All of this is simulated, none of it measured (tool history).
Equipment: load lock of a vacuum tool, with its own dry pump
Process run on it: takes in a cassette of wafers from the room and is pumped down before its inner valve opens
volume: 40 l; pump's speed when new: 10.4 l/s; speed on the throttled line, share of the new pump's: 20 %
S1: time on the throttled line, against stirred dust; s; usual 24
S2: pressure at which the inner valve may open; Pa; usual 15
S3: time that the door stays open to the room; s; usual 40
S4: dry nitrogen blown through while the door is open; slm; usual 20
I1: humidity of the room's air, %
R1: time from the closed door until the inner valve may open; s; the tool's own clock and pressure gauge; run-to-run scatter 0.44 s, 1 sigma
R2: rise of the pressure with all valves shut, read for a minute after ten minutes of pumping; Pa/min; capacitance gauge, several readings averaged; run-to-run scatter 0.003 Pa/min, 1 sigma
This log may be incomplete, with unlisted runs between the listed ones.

run	day	S1	S2	S3	S4	I1	R1	R2
1	0	24	15	40	20	42.6	55.1	0.134
2	21.867	24	15	40	20	41.6	54.5	0.133
3	36.45	24	15	40	20	46.5	54.6	0.145
4	52.817	24	15	40	20	45.1	56.2	0.145
5	74.425	24	15	40	20	49	56	0.162
6	90.85	24	15	40	20	44.8	55.4	0.158
7	103.612	24	15	40	20	45	55.7	0.165
8	126.654	24	15	40	9	44.4	57.1	0.18
9	141.962	24	15	40	24	44.3	56	0.171
10	163.554	24	15	40	24	41.9	56.4	0.172
11	186.646	24	15	105	24	47.6	57	0.195
12	197.15	24	15	105	24	41.3	56.7	0.189
13	221.221	24	15	105	24	45.6	57.3	0.193
14	241.012	24	15	40	11	48.2	58	0.215

Run 15, settings as shown, results not yet in. Your forecast:
15	258.575	17	15	27	11	45.8	?	?

Run 15 yielded R1 52.2 s, R2 0.207 Pa/min.
With no hidden state in the tool, this same run would have given R1 47.7 s, R2 0.035 Pa/min.

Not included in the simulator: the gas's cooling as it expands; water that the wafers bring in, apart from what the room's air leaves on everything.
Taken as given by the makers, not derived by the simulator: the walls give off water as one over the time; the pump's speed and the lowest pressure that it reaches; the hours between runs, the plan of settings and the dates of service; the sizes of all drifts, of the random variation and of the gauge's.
